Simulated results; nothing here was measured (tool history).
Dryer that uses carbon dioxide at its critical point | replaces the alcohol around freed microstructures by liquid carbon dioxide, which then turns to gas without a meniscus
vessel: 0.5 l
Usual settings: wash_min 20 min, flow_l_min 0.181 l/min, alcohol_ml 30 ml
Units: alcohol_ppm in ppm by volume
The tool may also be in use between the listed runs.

Run 1, day 0: usual settings. Result: alcohol_ppm 222 ppm by volume.
Run 2, day 1.071: usual settings but alcohol_ml 43 ml. Result: alcohol_ppm 313 ppm by volume.
Run 3, day 2.162: usual settings but alcohol_ml 43 ml. Result: alcohol_ppm 336 ppm by volume.
Run 4, day 3.25: usual settings but alcohol_ml 43 ml. Result: alcohol_ppm 347 ppm by volume.
Run 5, day 4.279: usual settings but alcohol_ml 43 ml. Result: alcohol_ppm 367 ppm by volume.
Run 6, day 4.871: usual settings but wash_min 25 min. Result: alcohol_ppm 113 ppm by volume.
At day 5.154: inlet filter changed.
Run 7, day 6.017: usual settings but wash_min 25 min. Result: alcohol_ppm 104 ppm by volume.
Run 8, day 6.517: usual settings but wash_min 25 min. Result: alcohol_ppm 93 ppm by volume.
Run 9, day 7.583: usual settings but wash_min 25 min. Result: alcohol_ppm 94 ppm by volume.
Run 10, day 8.675: usual settings. Result: alcohol_ppm 216 ppm by volume.
Run 11, day 9.496: usual settings but wash_min 14 min, flow_l_min 0.217 l/min, alcohol_ml 24 ml. Result: alcohol_ppm 406 ppm by volume.
Run 12, day 10.329: usual settings but wash_min 15 min, flow_l_min 0.133 l/min, alcohol_ml 24 ml. Result: alcohol_ppm 1862 ppm by volume.
Run 13, day 10.904: usual settings but wash_min 15 min, flow_l_min 0.133 l/min, alcohol_ml 24 ml. Result: alcohol_ppm 1837 ppm by volume.
Run 14, day 11.992: usual settings but alcohol_ml 47 ml. Result: alcohol_ppm 333 ppm by volume.
Run 15, day 12.838: usual settings but wash_min 13 min, flow_l_min 0.198 l/min, alcohol_ml 26 ml. Result: alcohol_ppm 874 ppm by volume.
Run 16, day 13.929: usual settings but flow_l_min 0.281 l/min, alcohol_ml 115 ml. Result: alcohol_ppm 115 ppm by volume.
Run 17, day 14.421: usual settings but wash_min 16 min, flow_l_min 0.231 l/min, alcohol_ml 59 ml. Result: alcohol_ppm 406 ppm by volume.
Run 18, day 15.042: usual settings but wash_min 23 min, flow_l_min 0.182 l/min, alcohol_ml 24 ml. Result: alcohol_ppm 147 ppm by volume.
Run 19, day 15.492: usual settings but wash_min 23 min, flow_l_min 0.182 l/min, alcohol_ml 24 ml. Result: alcohol_ppm 148 ppm by volume.

5 ways to go on from here, each from the tool as it stands after run 19. What would each give?
Run A, day 16.242: usual settings but wash_min 17 min, flow_l_min 0.182 l/min, alcohol_ml 20 ml. Result: alcohol_ppm ?.
Run B, day 16.242: usual settings but wash_min 15 min, flow_l_min 0.281 l/min, alcohol_ml 44 ml. Result: alcohol_ppm ?.
Run C, day 16.242: usual settings but wash_min 23 min, flow_l_min 0.121 l/min, alcohol_ml 68 ml. Result: alcohol_ppm ?.
Run D, day 16.242: usual settings but wash_min 23 min, flow_l_min 0.148 l/min, alcohol_ml 24 ml. Result: alcohol_ppm ?.
Run E, day 16.242: usual settings but wash_min 19 min, flow_l_min 0.182 l/min, alcohol_ml 24 ml. Result: alcohol_ppm ?.

run  alcohol_ppm
  A          373
  B          196
  C         1655
  D          292
  E          290
Without the tool's hidden state the same runs would have given:
run  alcohol_ppm
  A          226
  B           79
  C         1242
  D          160
  E          155
